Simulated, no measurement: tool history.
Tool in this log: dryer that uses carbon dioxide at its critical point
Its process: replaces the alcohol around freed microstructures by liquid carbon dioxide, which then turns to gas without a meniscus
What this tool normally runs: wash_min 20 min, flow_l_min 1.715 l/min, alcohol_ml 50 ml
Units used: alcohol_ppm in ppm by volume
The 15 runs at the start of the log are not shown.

{"run": 16, "hour": 111.0, "wash_min": 20, "flow_l_min": 1.715, "alcohol_ml": 35, "alcohol_ppm": 59}
{"run": 17, "hour": 117.7, "wash_min": 20, "flow_l_min": 1.715, "alcohol_ml": 35, "alcohol_ppm": 55}
{"run": 18, "hour": 126.3, "wash_min": 20, "flow_l_min": 1.715, "alcohol_ml": 35, "alcohol_ppm": 68}
{"run": 19, "hour": 134.3, "wash_min": 20, "flow_l_min": 1.715, "alcohol_ml": 35, "alcohol_ppm": 71}
{"run": 20, "hour": 139.7, "wash_min": 20, "flow_l_min": 1.87, "alcohol_ml": 35, "alcohol_ppm": 66}
{"run": 21, "hour": 146.7, "wash_min": 19, "flow_l_min": 1.87, "alcohol_ml": 35, "alcohol_ppm": 68}
{"run": 22, "hour": 155.9, "wash_min": 28, "flow_l_min": 1.42, "alcohol_ml": 23, "alcohol_ppm": 61}
{"run": 23, "hour": 164.0, "wash_min": 13, "flow_l_min": 1.715, "alcohol_ml": 50, "alcohol_ppm": 131}
{"run": 24, "hour": 172.7, "wash_min": 24, "flow_l_min": 1.47, "alcohol_ml": 31, "alcohol_ppm": 59}
{"run": 25, "hour": 182.1, "wash_min": 24, "flow_l_min": 1.47, "alcohol_ml": 31, "alcohol_ppm": 72}
{"run": 26, "hour": 188.7, "wash_min": 15, "flow_l_min": 1.96, "alcohol_ml": 31, "alcohol_ppm": 81}
{"run": 27, "hour": 198.5, "wash_min": 20, "flow_l_min": 1.96, "alcohol_ml": 31, "alcohol_ppm": 70}
{"run": 28, "hour": 203.9, "wash_min": 20, "flow_l_min": 1.96, "alcohol_ml": 31, "alcohol_ppm": 86}
{"run": 29, "hour": 212.6, "wash_min": 25, "flow_l_min": 2.52, "alcohol_ml": 70, "alcohol_ppm": 73}
{"run": 30, "hour": 217.5, "wash_min": 26, "flow_l_min": 2.68, "alcohol_ml": 50, "alcohol_ppm": 69}
{"run": 31, "hour": 227.0, "wash_min": 26, "flow_l_min": 2.68, "alcohol_ml": 50, "alcohol_ppm": 77}
{"run": 32, "hour": 232.3, "wash_min": 26, "flow_l_min": 2.68, "alcohol_ml": 50, "alcohol_ppm": 75}
{"run": 33, "hour": 236.4, "wash_min": 31, "flow_l_min": 2.25, "alcohol_ml": 49, "alcohol_ppm": 77}
{"run": 34, "hour": 243.1, "wash_min": 31, "flow_l_min": 1.29, "alcohol_ml": 49, "alcohol_ppm": 82}
{"run": 35, "hour": 249.5, "wash_min": 20, "flow_l_min": 1.13, "alcohol_ml": 31, "alcohol_ppm": 119}
{"run": 36, "hour": 256.8, "wash_min": 20, "flow_l_min": 1.13, "alcohol_ml": 31, "alcohol_ppm": 121}
{"run": 37, "hour": 262.8, "wash_min": 28, "flow_l_min": 1.715, "alcohol_ml": 50, "alcohol_ppm": 88}
{"run": 38, "hour": 268.5, "wash_min": 12, "flow_l_min": 1.23, "alcohol_ml": 22, "alcohol_ppm": 266}

What if the next run were any one of these 3? Each begins from the tool's condition after run 38:
{"run": "A", "hour": 273.0, "wash_min": 16, "flow_l_min": 2.57, "alcohol_ml": 29, "alcohol_ppm": "?"}
{"run": "B", "hour": 273.0, "wash_min": 16, "flow_l_min": 1.4, "alcohol_ml": 101, "alcohol_ppm": "?"}
{"run": "C", "hour": 273.0, "wash_min": 20, "flow_l_min": 1.96, "alcohol_ml": 50, "alcohol_ppm": "?"}

run=A alcohol_ppm=85
run=B alcohol_ppm=229
run=C alcohol_ppm=78
Without the tool's unlogged condition, the same runs would have read:
run=A alcohol_ppm=5
run=B alcohol_ppm=117
run=C alcohol_ppm=0
